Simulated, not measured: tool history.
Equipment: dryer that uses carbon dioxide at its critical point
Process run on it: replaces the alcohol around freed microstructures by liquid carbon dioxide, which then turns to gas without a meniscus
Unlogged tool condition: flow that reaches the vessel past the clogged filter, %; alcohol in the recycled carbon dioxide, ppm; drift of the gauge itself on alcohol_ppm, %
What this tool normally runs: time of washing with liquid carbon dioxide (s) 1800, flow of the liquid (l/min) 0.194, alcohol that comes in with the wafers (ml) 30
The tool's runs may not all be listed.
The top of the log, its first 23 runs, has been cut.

run,day,time of washing with liquid carbon dioxide (s),flow of the liquid (l/min),alcohol that comes in with the wafers (ml),hours of work since the filter was changed,hours of work since the purifier's bed was changed,alcohol left in the vessel before it's heated (ppm by volume)
24,10.971,1800,0.131,44,207,237,3366
25,11.617,1800,0.131,44,212,241,3458
26,12.008,1800,0.212,47,215,244,703
27,12.508,1860,0.317,40,218,248,87
28,13.062,1860,0.317,40,222,252,79
29,13.696,1500,0.317,81,227,256,404
30,14.304,2340,0.296,54,231,261,51
31,14.567,2460,0.162,35,233,263,502
32,15.021,2520,0.116,89,236,266,3983
33,15.658,1380,0.116,89,241,270,16118
34,15.958,1380,0.116,89,243,273,15880
35,16.425,2280,0.194,30,247,276,262
36,16.800,2220,0.198,20,249,279,197
37,17.204,1740,0.151,23,252,282,1397
38,17.642,2160,0.152,67,255,285,1981
39,18.267,1140,0.233,67,260,289,3710
40,18.662,2760,0.165,90,263,292,702
41,18.950,2760,0.231,90,265,294,117
42,19.267,1800,0.194,90,267,296,2135
43,19.812,1800,0.194,90,271,300,2205
44,20.092,1800,0.194,90,273,302,2168
45,20.458,1800,0.194,90,276,305,2101

4 options for the next run, each taken on its own from the tool as it stands now. Forecast them:
A,20.838,1800,0.118,104,278,308,?
B,20.838,1800,0.194,34,278,308,?
C,20.838,2040,0.309,83,278,308,?
D,20.838,1560,0.194,82,278,308,?

run,alcohol left in the vessel before it's heated (ppm by volume)
A,11228
B,836
C,115
D,3233
With the hidden condition removed and each run's random variation left untouched, the same runs would have given:
run,alcohol left in the vessel before it's heated (ppm by volume)
A,8137
B,476
C,39
D,2012
